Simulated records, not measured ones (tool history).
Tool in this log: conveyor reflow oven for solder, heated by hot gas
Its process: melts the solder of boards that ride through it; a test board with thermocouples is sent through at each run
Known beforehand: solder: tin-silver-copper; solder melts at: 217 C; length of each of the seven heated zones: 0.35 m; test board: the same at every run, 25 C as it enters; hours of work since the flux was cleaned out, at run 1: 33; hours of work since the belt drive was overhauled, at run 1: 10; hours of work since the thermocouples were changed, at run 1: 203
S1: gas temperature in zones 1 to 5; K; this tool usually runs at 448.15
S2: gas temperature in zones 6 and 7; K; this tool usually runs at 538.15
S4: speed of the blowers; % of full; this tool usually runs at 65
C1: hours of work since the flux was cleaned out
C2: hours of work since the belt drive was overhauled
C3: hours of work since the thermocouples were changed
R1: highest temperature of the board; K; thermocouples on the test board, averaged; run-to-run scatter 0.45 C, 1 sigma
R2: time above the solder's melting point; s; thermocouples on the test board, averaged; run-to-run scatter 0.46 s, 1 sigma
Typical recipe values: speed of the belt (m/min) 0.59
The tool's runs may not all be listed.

{"run": 1, "hour": 0.0, "S1": 448.15, "S2": 538.15, "speed of the belt (m/min)": 0.59, "S4": 65, "C1": 33, "C2": 10, "C3": 203, "R1": 514.35, "R2": 42.7}
{"run": 2, "hour": 12.8, "S1": 448.15, "S2": 538.15, "speed of the belt (m/min)": 0.59, "S4": 65, "C1": 42, "C2": 20, "C3": 212, "R1": 514.95, "R2": 43.6}
{"run": 3, "hour": 21.1, "S1": 448.15, "S2": 538.15, "speed of the belt (m/min)": 0.59, "S4": 65, "C1": 48, "C2": 26, "C3": 218, "R1": 515.55, "R2": 43}
{"run": 4, "hour": 30.4, "S1": 448.15, "S2": 538.15, "speed of the belt (m/min)": 0.59, "S4": 65, "C1": 55, "C2": 33, "C3": 225, "R1": 515.35, "R2": 42.1}
{"run": 5, "hour": 38.3, "S1": 447.15, "S2": 538.15, "speed of the belt (m/min)": 0.59, "S4": 65, "C1": 61, "C2": 39, "C3": 231, "R1": 514.85, "R2": 42.6}
{"run": 6, "hour": 52.2, "S1": 447.15, "S2": 538.15, "speed of the belt (m/min)": 0.59, "S4": 65, "C1": 71, "C2": 49, "C3": 242, "R1": 515.15, "R2": 42.4}
{"run": 7, "hour": 67.7, "S1": 448.15, "S2": 538.15, "speed of the belt (m/min)": 0.571, "S4": 65, "C1": 83, "C2": 60, "C3": 253, "R1": 516.65, "R2": 44.8}
{"run": 8, "hour": 76.0, "S1": 448.15, "S2": 538.15, "speed of the belt (m/min)": 0.571, "S4": 65, "C1": 89, "C2": 67, "C3": 259, "R1": 516.45, "R2": 44.6}
{"run": 9, "hour": 92.6, "S1": 435.15, "S2": 538.15, "speed of the belt (m/min)": 0.571, "S4": 65, "C1": 101, "C2": 79, "C3": 271, "R1": 511.75, "R2": 39}
{"run": 10, "hour": 105.0, "S1": 435.15, "S2": 538.15, "speed of the belt (m/min)": 0.571, "S4": 65, "C1": 110, "C2": 88, "C3": 281, "R1": 512.45, "R2": 38.2}
{"run": 11, "hour": 121.3, "S1": 435.15, "S2": 538.15, "speed of the belt (m/min)": 0.571, "S4": 65, "C1": 123, "C2": 100, "C3": 293, "R1": 513.05, "R2": 37.6}
{"run": 12, "hour": 134.3, "S1": 448.15, "S2": 538.15, "speed of the belt (m/min)": 0.59, "S4": 65, "C1": 132, "C2": 110, "C3": 302, "R1": 514.95, "R2": 42.3}
{"run": 13, "hour": 148.6, "S1": 448.15, "S2": 538.15, "speed of the belt (m/min)": 0.59, "S4": 65, "C1": 143, "C2": 120, "C3": 313, "R1": 514.95, "R2": 42.4}
{"run": 14, "hour": 164.5, "S1": 448.15, "S2": 538.15, "speed of the belt (m/min)": 0.62, "S4": 65, "C1": 155, "C2": 132, "C3": 325, "R1": 512.35, "R2": 37.5}
{"run": 15, "hour": 181.8, "S1": 448.15, "S2": 538.15, "speed of the belt (m/min)": 0.62, "S4": 65, "C1": 167, "C2": 145, "C3": 338, "R1": 511.95, "R2": 37.1}
{"run": 16, "hour": 197.7, "S1": 455.15, "S2": 535.15, "speed of the belt (m/min)": 0.59, "S4": 57, "C1": 179, "C2": 157, "C3": 349, "R1": 510.45, "R2": 39.3}
{"run": 17, "hour": 211.7, "S1": 441.15, "S2": 536.15, "speed of the belt (m/min)": 0.59, "S4": 57, "C1": 190, "C2": 167, "C3": 360, "R1": 506.35, "R2": 30.1}
{"run": 18, "hour": 222.9, "S1": 441.15, "S2": 536.15, "speed of the belt (m/min)": 0.53, "S4": 71, "C1": 198, "C2": 176, "C3": 368, "R1": 517.25, "R2": 48.3}
{"run": 19, "hour": 240.2, "S1": 448.15, "S2": 535.15, "speed of the belt (m/min)": 0.59, "S4": 65, "C1": 211, "C2": 188, "C3": 381, "R1": 510.95, "R2": 38.7}
{"hour": 259.2, "done": "flux residue cleaned out of gas plates and filters"}
{"run": 20, "hour": 260.5, "S1": 448.15, "S2": 535.15, "speed of the belt (m/min)": 0.59, "S4": 65, "C1": 1, "C2": 200, "C3": 392, "R1": 513.85, "R2": 42.7}
{"run": 21, "hour": 273.2, "S1": 448.15, "S2": 539.15, "speed of the belt (m/min)": 0.531, "S4": 65, "C1": 10, "C2": 209, "C3": 402, "R1": 521.05, "R2": 55.6}
{"run": 22, "hour": 286.1, "S1": 448.15, "S2": 539.15, "speed of the belt (m/min)": 0.702, "S4": 53, "C1": 20, "C2": 219, "C3": 411, "R1": 504.05, "R2": 21.6}
{"run": 23, "hour": 297.1, "S1": 456.15, "S2": 529.15, "speed of the belt (m/min)": 0.641, "S4": 68, "C1": 28, "C2": 227, "C3": 419, "R1": 509.75, "R2": 36.9}
{"run": 24, "hour": 308.7, "S1": 448.15, "S2": 548.15, "speed of the belt (m/min)": 0.59, "S4": 65, "C1": 37, "C2": 235, "C3": 428, "R1": 524.45, "R2": 50.3}
{"run": 25, "hour": 320.2, "S1": 448.15, "S2": 548.15, "speed of the belt (m/min)": 0.59, "S4": 65, "C1": 45, "C2": 244, "C3": 437, "R1": 523.25, "R2": 51}
{"run": 26, "hour": 330.2, "S1": 441.15, "S2": 548.15, "speed of the belt (m/min)": 0.585, "S4": 65, "C1": 53, "C2": 251, "C3": 444, "R1": 521.95, "R2": 48.1}
{"run": 27, "hour": 347.1, "S1": 449.15, "S2": 529.15, "speed of the belt (m/min)": 0.5, "S4": 65, "C1": 65, "C2": 264, "C3": 457, "R1": 514.45, "R2": 53.1}
{"run": 28, "hour": 360.1, "S1": 449.15, "S2": 529.15, "speed of the belt (m/min)": 0.5, "S4": 65, "C1": 75, "C2": 274, "C3": 466, "R1": 513.85, "R2": 53.3}
{"run": 29, "hour": 368.0, "S1": 449.15, "S2": 529.15, "speed of the belt (m/min)": 0.512, "S4": 71, "C1": 81, "C2": 279, "C3": 472, "R1": 514.85, "R2": 52.4}
{"run": 30, "hour": 380.1, "S1": 449.15, "S2": 545.15, "speed of the belt (m/min)": 0.512, "S4": 73, "C1": 90, "C2": 288, "C3": 481, "R1": 529.55, "R2": 65.7}

Pick out some run-to-run changes in R1. Of each, how much would a tool without hidden state show as well, from the settings, what came in and chance, and how much is left for the hidden state and any gauge scatter not in both results compared?
Hidden state present: heat that the gas passes to the board, % of a clean oven's; belt's true speed, % of the reading; true gas temperature in zones 6 and 7 over the reading, C; drift of the gauge itself on peak_c, C; drift of the gauge itself on liquid_s, %.
Run 15 -> 16: S1 448.15 -> 455.15, S2 538.15 -> 535.15, speed of the belt (m/min) 0.62 -> 0.59, S4 65 -> 57. R1 -1.5 K: hidden state +0.4, all else -1.9.
Run 16 -> 17: S1 455.15 -> 441.15, S2 535.15 -> 536.15. R1 -4.1 K: hidden state -0.4, all else -3.7.
Run 19 -> 20: flux residue cleaned out of gas plates and filters. R1 +2.9 K: hidden state +2.8, all else +0.1.
Run 21 -> 22: speed of the belt (m/min) 0.531 -> 0.702, S4 65 -> 53. R1 -17 K: hidden state -0.2, all else -16.8.
Run 23 -> 24: S1 456.15 -> 448.15, S2 529.15 -> 548.15, speed of the belt (m/min) 0.641 -> 0.59, S4 68 -> 65. R1 +14.7 K: hidden state +0, all else +14.7.
Run 29 -> 30: S2 529.15 -> 545.15, S4 71 -> 73. R1 +14.7 K: hidden state -0.2, all else +14.9.
